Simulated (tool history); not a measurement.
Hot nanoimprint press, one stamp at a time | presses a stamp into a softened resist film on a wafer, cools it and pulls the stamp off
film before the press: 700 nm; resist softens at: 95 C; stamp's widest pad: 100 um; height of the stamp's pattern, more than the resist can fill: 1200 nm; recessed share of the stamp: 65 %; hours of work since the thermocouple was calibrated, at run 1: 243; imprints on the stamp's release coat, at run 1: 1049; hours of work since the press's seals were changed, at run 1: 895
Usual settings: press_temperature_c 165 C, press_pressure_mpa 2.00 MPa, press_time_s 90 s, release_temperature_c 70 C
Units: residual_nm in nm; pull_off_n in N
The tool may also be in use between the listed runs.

run    hour  press_temperature_c  press_pressure_mpa  press_time_s  release_temperature_c  hours of work since the thermocouple was calibrated  imprints on the stamp's release coat  hours of work since the press's seals were changed  residual_nm  pull_off_n
  1     0.0                  165                2.00            90                     70                                                  243                                  1049                                                 895        326.1         296
       37.7  -- stamp cleaned and given a new release coat
  2    49.7                  165                2.00            90                     70                                                  272                                    54                                                 924        324.5         208
  3    93.9                  165                2.00            90                     70                                                  301                                   251                                                 953        327.5         233
  4   153.9                  165                2.00            90                     70                                                  340                                   518                                                 993        331.1         245
      219.1  -- press's hydraulic seals changed and the load cell set to zero
  5   228.3                  165                2.00           113                     70                                                  384                                   815                                                   6        297.2         272
  6   294.6                  165                2.00           113                     60                                                  428                                  1111                                                  50        298.2         361
      316.6  -- stamp cleaned and given a new release coat
  7   351.0                  165                2.00           113                     60                                                  462                                   153                                                  83        298.4         261
  8   408.8                  165                2.00           113                     60                                                  500                                   411                                                 122        302.2         282
      472.5  -- plate thermocouple calibrated
  9   483.9                  165                2.00           113                     60                                                    8                                   733                                                 169        279.1         312
 10   523.2                  165                2.00           113                     60                                                   34                                   908                                                 195        286.6         321
 11   578.8                  165                2.00           113                     60                                                   70                                  1156                                                 232        280.5         347
      588.8  -- stamp cleaned and given a new release coat
 12   628.4                  165                2.00           123                     70                                                   99                                   176                                                 261        280.6         220
 13   660.6                  165                2.00           123                     70                                                  121                                   320                                                 282        277.3         227
 14   701.5                  165                2.00           123                     70                                                  148                                   502                                                 310        278.4         245
 15   772.8                  165                2.00           123                     70                                                  195                                   820                                                 357        281.9         287
 16   816.1                  165                2.00           123                     70                                                  224                                  1013                                                 385        285.0         283
 17   847.2                  157                3.01           167                     70                                                  244                                  1152                                                 406        269.0         298
      860.2  -- stamp cleaned and given a new release coat
 18   890.5                  157                3.01           167                     70                                                  269                                   136                                                 431        270.1         228
 19   922.4                  157                1.43            94                     56                                                  290                                   278                                                 452        458.2         287
 20   986.2                  159                2.00            70                     70                                                  332                                   562                                                 494        412.4         255
 21  1027.8                  159                2.00            70                     70                                                  360                                   748                                                 522        418.6         275
 22  1075.1                  170                2.00            78                     65                                                  391                                   959                                                 553        298.0         308
     1131.9  -- stamp cleaned and given a new release coat
 23  1131.9                  170                2.00            78                     65                                                  425                                     0                                                 587        297.8         225
 24  1173.6                  158                2.00            46                     68                                                  452                                   186                                                 614        488.2         239
 25  1215.8                  158                2.00            46                     68                                                  480                                   375                                                 642        490.9         245
 26  1251.0                  158                2.00            46                     68                                                  504                                   531                                                 665        485.8         267
     1307.9  -- plate thermocouple calibrated
 27  1307.9                  158                2.00            46                     73                                                    0                                   772                                                 701        462.1         242
 28  1382.0                  158                2.00            46                     73                                                   49                                  1102                                                 750        464.1         273
     1404.2  -- stamp cleaned and given a new release coat
 29  1432.8                  158                2.00            46                     73                                                   79                                   127                                                 780        464.9         203

4 ways to go on from here, each from the tool as it stands after run 29. What would each give?
  A  1479.4                  165                2.45           117                     70                                                  110                                   335                                                 811            ?           ?
  B  1479.4                  158                2.00            49                     73                                                  110                                   335                                                 811            ?           ?
  C  1479.4                  158                2.00            73                     73                                                  110                                   335                                                 811            ?           ?
  D  1479.4                  170                1.49            46                     62                                                  110                                   335                                                 811            ?           ?

run  residual_nm  pull_off_n
  A        257.5         229
  B        463.4         222
  C        410.2         224
  D        397.8         255
Without the tool's hidden state the same runs would have given:
run  residual_nm  pull_off_n
  A        245.3         203
  B        450.1         197
  C        396.8         199
  D        387.7         227
